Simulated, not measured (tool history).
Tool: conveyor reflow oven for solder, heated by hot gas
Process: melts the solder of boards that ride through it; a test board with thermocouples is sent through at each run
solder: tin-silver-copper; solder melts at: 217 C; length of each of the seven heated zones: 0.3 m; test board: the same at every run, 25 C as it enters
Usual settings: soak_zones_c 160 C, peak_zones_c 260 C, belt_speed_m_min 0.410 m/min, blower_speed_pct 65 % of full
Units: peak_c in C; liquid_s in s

run,hour,soak_zones_c,peak_zones_c,belt_speed_m_min,blower_speed_pct,peak_c,liquid_s
1,0.0,160,260,0.410,65,241.5,50.5
2,21.5,160,260,0.449,65,238.6,41.2
3,44.8,175,260,0.410,65,244.4,59.2
4,58.0,175,260,0.410,65,244.7,58.2
5,72.4,160,249,0.410,65,232.3,37.7
6,87.9,160,260,0.410,88,245.8,55.6
7,109.3,160,260,0.410,88,245.6,55.7
8,137.9,160,260,0.410,68,242.1,51.0
9,166.8,160,260,0.410,68,242.2,51.7
10,181.1,160,260,0.410,68,242.2,51.2
# hour 193.8: flux residue cleaned out of gas plates and filters
11,211.7,160,260,0.410,65,242.3,51.1
12,229.9,160,265,0.410,65,246.5,55.1
13,258.0,160,265,0.410,65,246.7,56.0
14,272.1,160,260,0.410,65,242.2,50.4
15,285.7,160,260,0.410,65,242.0,50.7
16,298.4,160,272,0.343,60,257.6,78.9
17,312.3,160,259,0.395,74,243.7,55.8
18,339.6,160,259,0.395,74,244.1,56.4
19,354.8,171,265,0.410,65,248.6,61.3
20,376.8,149,260,0.439,65,237.7,38.1
21,397.6,160,260,0.407,85,245.4,56.0
22,421.0,160,255,0.410,72,239.0,47.6
23,439.3,174,260,0.410,50,241.4,54.2
24,452.4,152,271,0.462,72,246.3,46.2

Run 25 comes next. What will it give?
# hour 478.3: flux residue cleaned out of gas plates and filters
25,482.9,168,260,0.410,79,?,?

Run 25 gave peak_c 246.1 C, liquid_s 59.1 s.
Without the tool's hidden state the same run would have given peak_c 246.0 C, liquid_s 58.5 s.
